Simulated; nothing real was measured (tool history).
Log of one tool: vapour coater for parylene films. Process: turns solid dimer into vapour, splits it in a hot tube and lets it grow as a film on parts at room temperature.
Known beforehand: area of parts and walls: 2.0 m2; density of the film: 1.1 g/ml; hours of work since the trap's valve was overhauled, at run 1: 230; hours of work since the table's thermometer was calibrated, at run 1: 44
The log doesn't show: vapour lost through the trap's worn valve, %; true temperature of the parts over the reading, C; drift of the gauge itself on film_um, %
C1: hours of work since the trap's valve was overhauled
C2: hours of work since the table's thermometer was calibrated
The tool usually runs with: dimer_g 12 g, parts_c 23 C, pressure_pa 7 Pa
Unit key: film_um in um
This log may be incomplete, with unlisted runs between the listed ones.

run 1 day=0 | dimer_g=12 parts_c=23 pressure_pa=7 | C1=230 C2=44 | film_um=2.28
run 2 day=1.896 | dimer_g=12 parts_c=23 pressure_pa=7 | C1=257 C2=71 | film_um=2.28
run 3 day=3.979 | dimer_g=12 parts_c=23 pressure_pa=7 | C1=288 C2=102 | film_um=2.28
run 4 day=6.321 | dimer_g=12 parts_c=23 pressure_pa=7 | C1=323 C2=137 | film_um=2.23
run 5 day=8 | dimer_g=12 parts_c=23 pressure_pa=3.43 | C1=347 C2=161 | film_um=2.66
run 6 day=10.083 | dimer_g=12 parts_c=23 pressure_pa=3.43 | C1=378 C2=192 | film_um=2.69
run 7 day=12.162 | dimer_g=12 parts_c=23 pressure_pa=3.43 | C1=408 C2=222 | film_um=2.68
run 8 day=13.729 | dimer_g=12 parts_c=23 pressure_pa=3.43 | C1=432 C2=245 | film_um=2.67
run 9 day=16.562 | dimer_g=12 parts_c=23 pressure_pa=3.43 | C1=473 C2=287 | film_um=2.66
run 10 day=18.717 | dimer_g=12 parts_c=23 pressure_pa=3.43 | C1=505 C2=319 | film_um=2.66
run 11 day=21.904 | dimer_g=12 parts_c=23 pressure_pa=3.43 | C1=552 C2=366 | film_um=2.61
run 12 day=24.779 | dimer_g=14 parts_c=23 pressure_pa=7 | C1=594 C2=408 | film_um=2.6
-- day=25.979 trap's valve overhauled
run 13 day=27.429 | dimer_g=14 parts_c=21 pressure_pa=7 | C1=21 C2=445 | film_um=2.86
run 14 day=30.196 | dimer_g=14 parts_c=21 pressure_pa=7 | C1=62 C2=485 | film_um=2.82
run 15 day=33.596 | dimer_g=6 parts_c=23 pressure_pa=7 | C1=112 C2=535 | film_um=1.14
run 16 day=35.6 | dimer_g=6 parts_c=23 pressure_pa=7 | C1=141 C2=565 | film_um=1.13
run 17 day=38.979 | dimer_g=6 parts_c=23 pressure_pa=7 | C1=191 C2=614 | film_um=1.13
run 18 day=42.204 | dimer_g=22 parts_c=23 pressure_pa=7 | C1=239 C2=662 | film_um=4.11
run 19 day=43.817 | dimer_g=22 parts_c=23 pressure_pa=7 | C1=262 C2=686 | film_um=4.08
run 20 day=46.296 | dimer_g=6 parts_c=20 pressure_pa=2.25 | C1=299 C2=722 | film_um=1.62
run 21 day=48.338 | dimer_g=11 parts_c=23 pressure_pa=3.36 | C1=329 C2=752 | film_um=2.46
run 22 day=51.696 | dimer_g=12 parts_c=34 pressure_pa=4.03 | C1=378 C2=801 | film_um=1.87
run 23 day=53.167 | dimer_g=12 parts_c=17 pressure_pa=3.46 | C1=400 C2=823 | film_um=3.14
run 24 day=56.138 | dimer_g=12 parts_c=17 pressure_pa=3.46 | C1=444 C2=867 | film_um=3.14
run 25 day=58.842 | dimer_g=12 parts_c=17 pressure_pa=3.46 | C1=483 C2=906 | film_um=3.11
run 26 day=60.879 | dimer_g=12 parts_c=17 pressure_pa=3.46 | C1=513 C2=936 | film_um=3.09
run 27 day=62.879 | dimer_g=12 parts_c=29 pressure_pa=3.46 | C1=543 C2=966 | film_um=2.23
run 28 day=64.633 | dimer_g=16 parts_c=16 pressure_pa=2.52 | C1=568 C2=992 | film_um=4.53
run 29 day=67.229 | dimer_g=16 parts_c=16 pressure_pa=2.52 | C1=607 C2=1030 | film_um=4.56
-- day=67.562 trap's valve overhauled
run 30 day=68.954 | dimer_g=9 parts_c=16 pressure_pa=2.52 | C1=21 C2=1053 | film_um=2.68
run 31 day=72.617 | dimer_g=9 parts_c=16 pressure_pa=2.52 | C1=74 C2=1107 | film_um=2.64
run 32 day=74.771 | dimer_g=9 parts_c=20 pressure_pa=3.94 | C1=106 C2=1138 | film_um=2.15
run 33 day=76.3 | dimer_g=9 parts_c=20 pressure_pa=3.94 | C1=128 C2=1161 | film_um=2.12
run 34 day=79.633 | dimer_g=11 parts_c=23 pressure_pa=6.43 | C1=178 C2=1210 | film_um=2.12
run 35 day=83.296 | dimer_g=11 parts_c=23 pressure_pa=6.43 | C1=231 C2=1264 | film_um=2.09
run 36 day=85.046 | dimer_g=11 parts_c=32 pressure_pa=6.43 | C1=257 C2=1289 | film_um=1.64
run 37 day=88.492 | dimer_g=6 parts_c=18 pressure_pa=9.62 | C1=308 C2=1340 | film_um=1.18
run 38 day=90.242 | dimer_g=6 parts_c=23 pressure_pa=4.35 | C1=334 C2=1366 | film_um=1.24

Consider 5 possible next runs. They are alternatives, not a sequence: every one starts from the tool as it was left by run 38. What does each give?
run A day=93.292 | dimer_g=16 parts_c=15 pressure_pa=10.42 | C1=378 C2=1411 | film_um=?
run B day=93.292 | dimer_g=6 parts_c=19 pressure_pa=7 | C1=378 C2=1411 | film_um=?
run C day=93.292 | dimer_g=6 parts_c=16 pressure_pa=10.27 | C1=378 C2=1411 | film_um=?
run D day=93.292 | dimer_g=12 parts_c=28 pressure_pa=7 | C1=378 C2=1411 | film_um=?
run E day=93.292 | dimer_g=10 parts_c=21 pressure_pa=4.35 | C1=378 C2=1411 | film_um=?

run=A film_um=3.33
run=B film_um=1.23
run=C film_um=1.24
run=D film_um=1.92
run=E film_um=2.2
With no hidden state in the tool, these same runs would have given:
run=A film_um=3.5
run=B film_um=1.29
run=C film_um=1.3
run=D film_um=2.02
run=E film_um=2.31
